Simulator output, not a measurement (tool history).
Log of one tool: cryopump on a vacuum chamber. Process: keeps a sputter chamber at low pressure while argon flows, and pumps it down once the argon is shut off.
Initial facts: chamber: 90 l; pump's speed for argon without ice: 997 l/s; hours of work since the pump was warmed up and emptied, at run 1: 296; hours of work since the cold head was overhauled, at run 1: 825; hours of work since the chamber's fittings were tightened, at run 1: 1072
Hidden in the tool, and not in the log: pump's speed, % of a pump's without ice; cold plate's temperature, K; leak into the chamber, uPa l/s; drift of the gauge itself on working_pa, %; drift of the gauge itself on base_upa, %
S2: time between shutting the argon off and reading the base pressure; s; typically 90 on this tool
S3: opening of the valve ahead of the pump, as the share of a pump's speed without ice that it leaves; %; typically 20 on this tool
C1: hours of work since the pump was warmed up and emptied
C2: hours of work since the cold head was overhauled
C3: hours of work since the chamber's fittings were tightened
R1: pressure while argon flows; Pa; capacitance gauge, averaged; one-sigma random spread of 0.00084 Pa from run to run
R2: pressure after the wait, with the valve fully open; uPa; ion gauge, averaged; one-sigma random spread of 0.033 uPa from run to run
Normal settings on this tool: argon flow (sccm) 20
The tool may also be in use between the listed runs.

run 1 hour=0 | argon_flow_(sccm)=20 S2=90 S3=20 | C1=296 C2=825 C3=1072 | R1=0.1767 R2=3.01
run 2 hour=32.2 | argon_flow_(sccm)=20 S2=90 S3=20 | C1=322 C2=851 C3=1097 | R1=0.1774 R2=2.94
run 3 hour=52.8 | argon_flow_(sccm)=20 S2=272 S3=20 | C1=338 C2=868 C3=1114 | R1=0.1766 R2=2.02
run 4 hour=86.9 | argon_flow_(sccm)=20 S2=90 S3=20 | C1=366 C2=895 C3=1142 | R1=0.1783 R2=3.07
run 5 hour=120.8 | argon_flow_(sccm)=20 S2=263 S3=20 | C1=393 C2=923 C3=1169 | R1=0.1781 R2=2.18
run 6 hour=149.1 | argon_flow_(sccm)=20 S2=263 S3=20 | C1=416 C2=945 C3=1192 | R1=0.1796 R2=2.18
run 7 hour=182.7 | argon_flow_(sccm)=20 S2=263 S3=20 | C1=443 C2=972 C3=1219 | R1=0.1811 R2=2.3
run 8 hour=204.3 | argon_flow_(sccm)=34 S2=90 S3=20 | C1=460 C2=990 C3=1236 | R1=0.3087 R2=3.29
run 9 hour=233 | argon_flow_(sccm)=10 S2=90 S3=20 | C1=483 C2=1013 C3=1259 | R1=0.0907 R2=3.38
-- hour=254.3 pump warmed up, emptied and cooled again
run 10 hour=265.3 | argon_flow_(sccm)=10 S2=90 S3=20 | C1=9 C2=1035 C3=1281 | R1=0.0846 R2=2.83
run 11 hour=280.6 | argon_flow_(sccm)=10 S2=90 S3=20 | C1=21 C2=1047 C3=1293 | R1=0.0864 R2=2.91
run 12 hour=314.4 | argon_flow_(sccm)=16 S2=75 S3=15 | C1=48 C2=1074 C3=1321 | R1=0.1842 R2=3.22
run 13 hour=338.3 | argon_flow_(sccm)=27 S2=67 S3=40 | C1=68 C2=1094 C3=1340 | R1=0.1154 R2=3.52
run 14 hour=367.9 | argon_flow_(sccm)=16 S2=40 S3=30 | C1=91 C2=1118 C3=1364 | R1=0.0917 R2=4.8
run 15 hour=389.8 | argon_flow_(sccm)=16 S2=40 S3=30 | C1=109 C2=1135 C3=1381 | R1=0.0932 R2=4.79
run 16 hour=413 | argon_flow_(sccm)=16 S2=40 S3=30 | C1=128 C2=1154 C3=1400 | R1=0.0925 R2=4.95
run 17 hour=428.9 | argon_flow_(sccm)=25 S2=89 S3=27 | C1=141 C2=1167 C3=1413 | R1=0.1607 R2=3.1
run 18 hour=446.1 | argon_flow_(sccm)=24 S2=157 S3=43 | C1=154 C2=1180 C3=1427 | R1=0.0979 R2=2.5
run 19 hour=474.3 | argon_flow_(sccm)=20 S2=90 S3=21 | C1=177 C2=1203 C3=1449 | R1=0.1662 R2=3.17

A few steps of R1 between consecutive runs. Split each: what settings, incoming material and random variation would produce without the hidden state, and what is left over for the hidden state, along with gauge scatter present in only one of the two compared results (measured, and without hidden state):
Run 8 -> 9: argon flow (sccm) 34 -> 10. R1 -0.218 Pa: hidden state -0.0132, all else -0.2048.

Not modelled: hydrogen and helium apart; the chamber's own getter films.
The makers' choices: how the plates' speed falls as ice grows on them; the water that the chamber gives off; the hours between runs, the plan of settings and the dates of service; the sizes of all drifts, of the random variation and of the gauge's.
